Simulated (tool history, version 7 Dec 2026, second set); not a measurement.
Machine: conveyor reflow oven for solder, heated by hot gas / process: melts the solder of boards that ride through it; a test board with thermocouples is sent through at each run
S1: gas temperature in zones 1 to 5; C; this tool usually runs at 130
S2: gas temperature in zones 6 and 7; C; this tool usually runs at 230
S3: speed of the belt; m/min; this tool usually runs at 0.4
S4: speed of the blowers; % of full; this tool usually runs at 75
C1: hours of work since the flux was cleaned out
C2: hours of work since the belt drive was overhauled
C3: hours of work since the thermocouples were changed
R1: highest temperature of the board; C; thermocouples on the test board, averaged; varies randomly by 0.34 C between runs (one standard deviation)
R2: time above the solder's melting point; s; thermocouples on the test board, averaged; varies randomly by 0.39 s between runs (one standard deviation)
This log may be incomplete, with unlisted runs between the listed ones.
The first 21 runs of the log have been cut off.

{"run": 22, "hour": 316.3, "S1": 119, "S2": 235, "S3": 0.4, "S4": 61, "C1": 191, "C2": 324, "C3": 615, "R1": 216.1, "R2": 71}
{"run": 23, "hour": 332.9, "S1": 119, "S2": 235, "S3": 0.4, "S4": 61, "C1": 198, "C2": 331, "C3": 622, "R1": 215.6, "R2": 70.9}
{"run": 24, "hour": 344.9, "S1": 119, "S2": 238, "S3": 0.4, "S4": 61, "C1": 203, "C2": 336, "C3": 627, "R1": 218.8, "R2": 73.8}
{"run": 25, "hour": 363.1, "S1": 130, "S2": 230, "S3": 0.457, "S4": 75, "C1": 211, "C2": 344, "C3": 635, "R1": 211.6, "R2": 61.2}
{"run": 26, "hour": 381.3, "S1": 136, "S2": 230, "S3": 0.457, "S4": 75, "C1": 218, "C2": 351, "C3": 643, "R1": 212.3, "R2": 64.1}
{"run": 27, "hour": 400.7, "S1": 136, "S2": 230, "S3": 0.457, "S4": 75, "C1": 226, "C2": 359, "C3": 651, "R1": 213.3, "R2": 64.1}
{"run": 28, "hour": 415.6, "S1": 120, "S2": 230, "S3": 0.393, "S4": 75, "C1": 233, "C2": 366, "C3": 657, "R1": 214.8, "R2": 72.3}
{"run": 29, "hour": 431.0, "S1": 130, "S2": 230, "S3": 0.355, "S4": 75, "C1": 239, "C2": 372, "C3": 664, "R1": 218.3, "R2": 90.3}
{"run": 30, "hour": 448.6, "S1": 120, "S2": 230, "S3": 0.452, "S4": 75, "C1": 246, "C2": 379, "C3": 671, "R1": 209.7, "R2": 56.1}
{"hour": 465.5, "done": "thermocouples of zones 6 and 7 changed"}
{"run": 31, "hour": 465.5, "S1": 120, "S2": 230, "S3": 0.452, "S4": 75, "C1": 253, "C2": 386, "C3": 0, "R1": 211, "R2": 57.5}

Each row is a separate what-if for the run after 31, all from the same tool condition, not one after another. Results?
{"run": "A", "hour": 475.1, "S1": 137, "S2": 230, "S3": 0.4, "S4": 77, "C1": 257, "C2": 390, "C3": 4, "R1": "?", "R2": "?"}
{"run": "B", "hour": 475.1, "S1": 122, "S2": 230, "S3": 0.4, "S4": 68, "C1": 257, "C2": 390, "C3": 4, "R1": "?", "R2": "?"}
{"run": "C", "hour": 475.1, "S1": 116, "S2": 219, "S3": 0.4, "S4": 78, "C1": 257, "C2": 390, "C3": 4, "R1": "?", "R2": "?"}

run=A R1=218.3 R2=81.3
run=B R1=214.8 R2=70.9
run=C R1=205.2 R2=57.3
With the hidden condition removed and each run's random variation left untouched, the same runs would have given:
run=A R1=219.9 R2=82.6
run=B R1=216.6 R2=72.8
run=C R1=207.1 R2=60.5

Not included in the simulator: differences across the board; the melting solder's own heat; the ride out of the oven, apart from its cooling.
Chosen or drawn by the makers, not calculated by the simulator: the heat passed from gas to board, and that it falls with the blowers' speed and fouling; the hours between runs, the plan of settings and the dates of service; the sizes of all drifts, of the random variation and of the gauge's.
